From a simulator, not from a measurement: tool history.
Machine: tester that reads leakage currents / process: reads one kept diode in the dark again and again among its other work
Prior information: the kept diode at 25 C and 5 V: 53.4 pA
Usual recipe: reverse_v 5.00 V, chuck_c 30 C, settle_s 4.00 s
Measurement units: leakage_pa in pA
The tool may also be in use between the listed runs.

run   hour  reverse_v  chuck_c  settle_s  leakage_pa
  1    0.0       5.00       30      4.00       87.39
  2   49.1       5.00       30      4.00       87.33
  3  128.8       5.00       30      4.00       86.73
  4  231.9       5.00       30      4.00       85.88
  5  304.4       5.00       30      4.00       86.55
  6  406.3       5.00       30      4.00       85.78
     416.6  -- tester calibrated
  7  482.9       1.15       39      1.23       93.92
  8  550.8       1.38       39      0.94      100.83
  9  611.6      12.25       39      0.82      274.24
     681.2  -- chuck's temperature calibrated
 10  721.2      15.02       37      0.69      290.80
 11  806.0       5.00       30      0.77       98.02

Forecast each of these 5 alternatives for the next run:
     824.4  -- probe card cleaned and baked
  A  865.3       1.82       59      2.56           ?
     824.4  -- probe card cleaned and baked
  B  865.3       1.21       36      0.31           ?
     824.4  -- probe card cleaned and baked
  C  865.3       7.38       42      1.52           ?
     824.4  -- probe card cleaned and baked
  D  865.3      13.16       37      0.84           ?
     824.4  -- probe card cleaned and baked
  E  865.3      14.05       59      4.00           ?

run  leakage_pa
  A      614.26
  B       81.51
  C      290.03
  D      244.57
  E     1469.16
With no hidden state in the tool, these same runs would have given:
run  leakage_pa
  A      606.59
  B       80.55
  C      286.50
  D      241.50
  E     1450.62
